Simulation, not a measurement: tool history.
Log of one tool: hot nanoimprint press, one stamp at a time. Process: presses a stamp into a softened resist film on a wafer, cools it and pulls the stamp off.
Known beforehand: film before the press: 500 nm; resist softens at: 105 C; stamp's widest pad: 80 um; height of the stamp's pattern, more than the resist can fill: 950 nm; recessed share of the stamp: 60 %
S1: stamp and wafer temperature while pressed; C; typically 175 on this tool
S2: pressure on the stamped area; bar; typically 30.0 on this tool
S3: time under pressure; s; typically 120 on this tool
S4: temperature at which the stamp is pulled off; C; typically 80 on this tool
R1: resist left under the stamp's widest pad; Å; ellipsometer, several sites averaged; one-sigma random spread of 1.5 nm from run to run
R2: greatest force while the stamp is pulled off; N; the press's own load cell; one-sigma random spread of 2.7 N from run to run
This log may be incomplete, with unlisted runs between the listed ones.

{"run": 1, "hour": 0.0, "S1": 175, "S2": 30.0, "S3": 120, "S4": 80, "R1": 2549, "R2": 135}
{"run": 2, "hour": 8.6, "S1": 175, "S2": 30.0, "S3": 120, "S4": 80, "R1": 2537, "R2": 142}
{"run": 3, "hour": 27.7, "S1": 172, "S2": 30.0, "S3": 120, "S4": 80, "R1": 2891, "R2": 134}
{"run": 4, "hour": 45.5, "S1": 175, "S2": 30.0, "S3": 120, "S4": 81, "R1": 2529, "R2": 138}
{"run": 5, "hour": 56.0, "S1": 165, "S2": 30.0, "S3": 120, "S4": 80, "R1": 3753, "R2": 136}
{"run": 6, "hour": 69.8, "S1": 167, "S2": 30.0, "S3": 63, "S4": 80, "R1": 3990, "R2": 144}
{"run": 7, "hour": 81.8, "S1": 167, "S2": 30.0, "S3": 63, "S4": 80, "R1": 3938, "R2": 147}
{"hour": 86.5, "done": "plate thermocouple calibrated"}
{"run": 8, "hour": 95.6, "S1": 168, "S2": 21.5, "S3": 169, "S4": 75, "R1": 3455, "R2": 152}
{"run": 9, "hour": 105.6, "S1": 168, "S2": 21.5, "S3": 169, "S4": 75, "R1": 3423, "R2": 152}
{"run": 10, "hour": 123.8, "S1": 168, "S2": 30.0, "S3": 120, "S4": 65, "R1": 3309, "R2": 175}

Alternative continuations, all from the tool just after run 10; predict every row:
{"run": "A", "hour": 139.6, "S1": 175, "S2": 30.0, "S3": 120, "S4": 72, "R1": "?", "R2": "?"}
{"run": "B", "hour": 139.6, "S1": 185, "S2": 30.0, "S3": 120, "S4": 80, "R1": "?", "R2": "?"}
{"run": "C", "hour": 139.6, "S1": 168, "S2": 32.7, "S3": 136, "S4": 87, "R1": "?", "R2": "?"}
{"run": "D", "hour": 139.6, "S1": 168, "S2": 30.0, "S3": 108, "S4": 65, "R1": "?", "R2": "?"}

run=A R1=2486 R2=168
run=B R1=1624 R2=147
run=C R1=3114 R2=134
run=D R1=3420 R2=176
Had the tool no hidden state, the same runs would have come out as:
run=A R1=2595 R2=139
run=B R1=1694 R2=122
run=C R1=3242 R2=111
run=D R1=3545 R2=145

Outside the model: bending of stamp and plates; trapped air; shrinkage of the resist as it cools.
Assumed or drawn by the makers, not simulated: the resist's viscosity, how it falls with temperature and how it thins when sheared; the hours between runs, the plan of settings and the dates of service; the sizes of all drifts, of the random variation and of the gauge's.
